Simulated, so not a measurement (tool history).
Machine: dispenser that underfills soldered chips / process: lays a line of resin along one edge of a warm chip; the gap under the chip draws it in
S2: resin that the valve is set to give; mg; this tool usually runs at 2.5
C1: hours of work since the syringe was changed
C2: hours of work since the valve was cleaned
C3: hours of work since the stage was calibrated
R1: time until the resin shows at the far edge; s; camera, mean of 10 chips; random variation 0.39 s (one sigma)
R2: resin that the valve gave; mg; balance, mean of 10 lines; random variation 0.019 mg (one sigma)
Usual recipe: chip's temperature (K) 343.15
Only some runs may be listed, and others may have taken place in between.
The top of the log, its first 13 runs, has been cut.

-- hour=42.5 new syringe of resin
run 14 hour=44.2 | chip's_temperature_(K)=343.15 S2=2.32 | C1=1 C2=15 C3=85 | R1=25.3 R2=2.3
run 15 hour=48 | chip's_temperature_(K)=343.15 S2=2.32 | C1=4 C2=17 C3=88 | R1=29.7 R2=2.29
run 16 hour=51.5 | chip's_temperature_(K)=343.15 S2=2.32 | C1=7 C2=20 C3=91 | R1=35.3 R2=2.25
-- hour=52.2 new syringe of resin
run 17 hour=55.7 | chip's_temperature_(K)=343.15 S2=2.32 | C1=3 C2=23 C3=94 | R1=28.2 R2=2.29
run 18 hour=60.2 | chip's_temperature_(K)=343.15 S2=2.5 | C1=6 C2=26 C3=97 | R1=34.2 R2=2.44
-- hour=62 new syringe of resin
run 19 hour=63.9 | chip's_temperature_(K)=331.15 S2=2.27 | C1=1 C2=29 C3=100 | R1=50.3 R2=2.26
run 20 hour=66.4 | chip's_temperature_(K)=331.15 S2=2.27 | C1=3 C2=31 C3=102 | R1=55.9 R2=2.2
run 21 hour=69.1 | chip's_temperature_(K)=328.15 S2=3.1 | C1=5 C2=33 C3=104 | R1=74.3 R2=3.06

Expected results for the next run?
-- hour=71.7 new syringe of resin
run 22 hour=72.2 | chip's_temperature_(K)=331.15 S2=3.12 | C1=0 C2=35 C3=106 | R1=? R2=?

{"run 22": {"R1": 45.8, "R2": 3.04}}
On a tool with no hidden condition, and with the same random variation, this run would have come out at R1 46.6 s, R2 3.11 mg.
